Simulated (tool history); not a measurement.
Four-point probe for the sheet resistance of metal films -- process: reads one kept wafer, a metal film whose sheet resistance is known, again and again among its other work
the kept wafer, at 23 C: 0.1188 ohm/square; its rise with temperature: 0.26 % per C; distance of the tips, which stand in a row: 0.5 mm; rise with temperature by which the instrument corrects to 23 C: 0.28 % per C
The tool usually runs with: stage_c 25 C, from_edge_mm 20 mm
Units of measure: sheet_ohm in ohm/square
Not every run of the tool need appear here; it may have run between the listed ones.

run   hour  stage_c  from_edge_mm  sheet_ohm
  1      0       25            20   0.118764
  2   13.7       25            20    0.11878
  3   25.4       20            20   0.118872
  4   37.8       20            20   0.118963
  5   45.8       25             5   0.119365
  6   56.6       25            35   0.118763
  7   66.6       25            35   0.118737
  8     75       25            35    0.11874
  9   83.7       25             4   0.119733
 10   90.9       25             4   0.119716
 11  104.2       28            38   0.118634
 12  117.9       28            27   0.118684
 13    129       23            43   0.118768
 14  144.5       20            18   0.118929
 15  161.5       29            14   0.118697
 16  173.9       24            14   0.118871
 17  182.5       25            38   0.118731
 18  189.9       26             4   0.119694
 19  206.4       27             5   0.119341

5 ways to go on from here, each from the tool as it stands after run 19. What would each give?
  A  219.9       28            21          ?
  B  219.9       33             3          ?
  C  219.9       26             5          ?
  D  219.9       31            34          ?
  E  219.9       26            19          ?

run  sheet_ohm
  A   0.118697
  B   0.120286
  C    0.11937
  D   0.118598
  E    0.11877
Stripped of hidden state, with their random variation kept, the same runs would have yielded:
run  sheet_ohm
  A   0.118708
  B   0.120298
  C   0.119381
  D   0.118609
  E   0.118781
